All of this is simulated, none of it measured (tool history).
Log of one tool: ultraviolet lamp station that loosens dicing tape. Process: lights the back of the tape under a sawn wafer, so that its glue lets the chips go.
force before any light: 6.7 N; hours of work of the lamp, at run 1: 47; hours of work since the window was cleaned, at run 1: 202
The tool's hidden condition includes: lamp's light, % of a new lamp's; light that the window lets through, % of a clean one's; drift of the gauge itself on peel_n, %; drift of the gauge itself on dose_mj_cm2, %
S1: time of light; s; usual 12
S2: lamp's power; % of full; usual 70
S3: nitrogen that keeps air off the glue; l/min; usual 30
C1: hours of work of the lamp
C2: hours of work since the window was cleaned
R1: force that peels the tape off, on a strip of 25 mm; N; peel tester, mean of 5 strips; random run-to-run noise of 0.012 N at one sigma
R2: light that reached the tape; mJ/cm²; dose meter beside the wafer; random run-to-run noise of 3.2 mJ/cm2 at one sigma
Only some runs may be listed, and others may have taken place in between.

run  hour  S1  S2  S3   C1   C2     R1   R2
  1   0.0  12  70  30   47  202  0.746  442
  2  12.1  12  70  30   55  211  0.758  438
  3  21.0  12  79  30   61  217  0.589  490
  4  34.1  12  79  30   70  226  0.599  480
  5  48.9  12  79  30   80  236  0.600  488
  6  64.1  12  96  30   91  246  0.369  583
  7  79.6  12  96  30  102  257  0.397  580
  8  95.5   9  70  35  112  268  1.238  315

What will run 9 give?
  9  109.7  11  70  38  122  278   ?   ?

{"run 9": {"R1": 0.824, "R2": 376}}
Take away the tool's hidden state, keep the run-to-run variation as it was, and the same run would have given R1 0.528 N, R2 465 mJ/cm².
